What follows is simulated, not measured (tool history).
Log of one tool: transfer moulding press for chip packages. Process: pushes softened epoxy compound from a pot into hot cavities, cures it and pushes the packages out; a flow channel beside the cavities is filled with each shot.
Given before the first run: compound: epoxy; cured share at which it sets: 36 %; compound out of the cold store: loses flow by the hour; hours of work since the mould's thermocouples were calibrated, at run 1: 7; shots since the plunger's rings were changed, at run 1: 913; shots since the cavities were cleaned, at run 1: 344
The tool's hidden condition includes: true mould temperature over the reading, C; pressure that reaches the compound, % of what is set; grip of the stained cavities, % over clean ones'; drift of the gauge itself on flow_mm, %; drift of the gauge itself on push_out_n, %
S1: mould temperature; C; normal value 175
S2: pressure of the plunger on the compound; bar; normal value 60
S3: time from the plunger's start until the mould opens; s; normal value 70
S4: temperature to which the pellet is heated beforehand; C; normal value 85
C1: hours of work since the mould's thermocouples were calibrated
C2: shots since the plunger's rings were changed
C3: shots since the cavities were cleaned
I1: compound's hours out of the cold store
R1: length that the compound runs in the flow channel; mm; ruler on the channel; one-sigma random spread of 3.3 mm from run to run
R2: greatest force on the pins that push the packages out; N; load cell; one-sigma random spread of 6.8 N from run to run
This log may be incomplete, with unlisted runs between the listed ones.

{"run": 1, "hour": 0.0, "S1": 175, "S2": 60, "S3": 70, "S4": 85, "C1": 7, "C2": 913, "C3": 344, "I1": 31.5, "R1": 674, "R2": 449}
{"run": 2, "hour": 6.0, "S1": 175, "S2": 60, "S3": 70, "S4": 85, "C1": 10, "C2": 972, "C3": 403, "I1": 16.5, "R1": 696, "R2": 473}
{"run": 3, "hour": 12.8, "S1": 175, "S2": 60, "S3": 70, "S4": 85, "C1": 13, "C2": 1040, "C3": 471, "I1": 28.8, "R1": 675, "R2": 470}
{"run": 4, "hour": 20.0, "S1": 175, "S2": 60, "S3": 70, "S4": 85, "C1": 16, "C2": 1110, "C3": 541, "I1": 22, "R1": 684, "R2": 505}
{"hour": 22.2, "done": "cavities cleaned with cleaning compound and waxed"}
{"run": 5, "hour": 30.7, "S1": 175, "S2": 59.6, "S3": 70, "S4": 85, "C1": 20, "C2": 1200, "C3": 83, "I1": 31.9, "R1": 661, "R2": 614}
{"run": 6, "hour": 40.3, "S1": 175, "S2": 51.1, "S3": 70, "S4": 81, "C1": 24, "C2": 1295, "C3": 178, "I1": 12.3, "R1": 657, "R2": 640}
{"hour": 50.7, "done": "cavities cleaned with cleaning compound and waxed, once more"}
{"run": 7, "hour": 54.1, "S1": 175, "S2": 51.1, "S3": 84, "S4": 84, "C1": 29, "C2": 1416, "C3": 33, "I1": 34.2, "R1": 618, "R2": 233}
{"run": 8, "hour": 66.3, "S1": 175, "S2": 64.4, "S3": 70, "S4": 93, "C1": 35, "C2": 1536, "C3": 153, "I1": 38, "R1": 682, "R2": 347}
{"run": 9, "hour": 73.5, "S1": 181, "S2": 60, "S3": 106, "S4": 79, "C1": 38, "C2": 1607, "C3": 224, "I1": 28.4, "R1": 659, "R2": 275}
{"run": 10, "hour": 84.8, "S1": 181, "S2": 60, "S3": 106, "S4": 79, "C1": 43, "C2": 1718, "C3": 335, "I1": 33.9, "R1": 649, "R2": 310}

What if the next run were any one of these 4? Each begins from the tool's condition after run 10:
{"run": "A", "hour": 98.0, "S1": 172, "S2": 57.7, "S3": 106, "S4": 79, "C1": 49, "C2": 1848, "C3": 465, "I1": 47.7, "R1": "?", "R2": "?"}
{"run": "B", "hour": 98.0, "S1": 172, "S2": 60, "S3": 68, "S4": 85, "C1": 49, "C2": 1848, "C3": 465, "I1": 11.9, "R1": "?", "R2": "?"}
{"run": "C", "hour": 98.0, "S1": 181, "S2": 45, "S3": 70, "S4": 81, "C1": 49, "C2": 1848, "C3": 465, "I1": 11.9, "R1": "?", "R2": "?"}
{"run": "D", "hour": 98.0, "S1": 181, "S2": 66.9, "S3": 106, "S4": 79, "C1": 49, "C2": 1848, "C3": 465, "I1": 40.6, "R1": "?", "R2": "?"}

run=A R1=635 R2=336
run=B R1=708 R2=642
run=C R1=596 R2=348
run=D R1=675 R2=343
Take away the tool's hidden state, keep each run's random variation, and the runs would have read:
run=A R1=645 R2=190
run=B R1=719 R2=371
run=C R1=605 R2=196
run=D R1=686 R2=202

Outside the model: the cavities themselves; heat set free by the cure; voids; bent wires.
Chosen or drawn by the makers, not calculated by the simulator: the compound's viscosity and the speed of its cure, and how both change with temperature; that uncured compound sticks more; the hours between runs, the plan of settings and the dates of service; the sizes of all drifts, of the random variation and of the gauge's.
